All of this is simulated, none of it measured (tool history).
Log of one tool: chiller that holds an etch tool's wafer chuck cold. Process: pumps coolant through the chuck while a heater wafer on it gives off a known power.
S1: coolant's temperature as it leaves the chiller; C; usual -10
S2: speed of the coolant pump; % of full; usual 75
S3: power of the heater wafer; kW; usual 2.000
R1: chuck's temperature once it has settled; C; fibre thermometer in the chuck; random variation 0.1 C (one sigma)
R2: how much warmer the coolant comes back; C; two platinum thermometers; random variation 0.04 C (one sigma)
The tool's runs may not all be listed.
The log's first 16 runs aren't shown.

| run | hour | S1 | S2 | S3 | R1 | R2 |
|---|---|---|---|---|---|---|
|  | 2165.4 | chiller's thermometer calibrated |
| 17 | 2280.1 | -4 | 75 | 2.000 | 11.1 | 8.57 |
| 18 | 2421.7 | -4 | 75 | 2.000 | 11.0 | 8.54 |
| 19 | 2583.2 | -4 | 75 | 2.000 | 11.0 | 8.64 |
| 20 | 2701.8 | -7 | 75 | 1.511 | 4.1 | 6.57 |
| 21 | 2806.4 | -18 | 95 | 1.511 | -8.6 | 5.10 |
| 22 | 2982.3 | -17 | 75 | 2.356 | 0.7 | 10.09 |
| 23 | 3123.9 | -17 | 75 | 2.356 | 0.7 | 10.12 |
| 24 | 3315.9 | -17 | 75 | 1.216 | -7.9 | 5.21 |
| 25 | 3426.6 | -17 | 75 | 1.216 | -7.9 | 5.21 |
| 26 | 3619.8 | -17 | 75 | 1.216 | -7.9 | 5.20 |
| 27 | 3720.4 | -5 | 75 | 1.216 | 4.2 | 5.25 |
| 28 | 3908.3 | -14 | 75 | 2.484 | 4.8 | 10.73 |
| 29 | 4008.2 | -7 | 75 | 1.946 | 7.6 | 8.31 |
| 30 | 4189.0 | -2 | 69 | 2.890 | 21.3 | 13.55 |
| 31 | 4290.7 | -2 | 69 | 2.890 | 21.2 | 13.64 |

4 ways to go on from here, each from the tool as it stands after run 31. What would each give?
|  | 4362.4 | chiller's thermometer calibrated |
| A | 4410.0 | -5 | 74 | 1.167 | ? | ? |
|  | 4362.4 | chiller's thermometer calibrated |
| B | 4410.0 | -2 | 69 | 1.168 | ? | ? |
|  | 4362.4 | chiller's thermometer calibrated |
| C | 4410.0 | -9 | 75 | 2.374 | ? | ? |
|  | 4362.4 | chiller's thermometer calibrated |
| D | 4410.0 | -2 | 69 | 2.386 | ? | ? |

| run | R1 | R2 |
|---|---|---|
| A | 3.7 | 5.05 |
| B | 7.5 | 5.44 |
| C | 8.8 | 10.26 |
| D | 17.2 | 11.21 |
Without the tool's hidden state the same runs would have given:
| run | R1 | R2 |
|---|---|---|
| A | 3.7 | 5.04 |
| B | 7.4 | 5.43 |
| C | 8.8 | 10.24 |
| D | 17.1 | 11.19 |
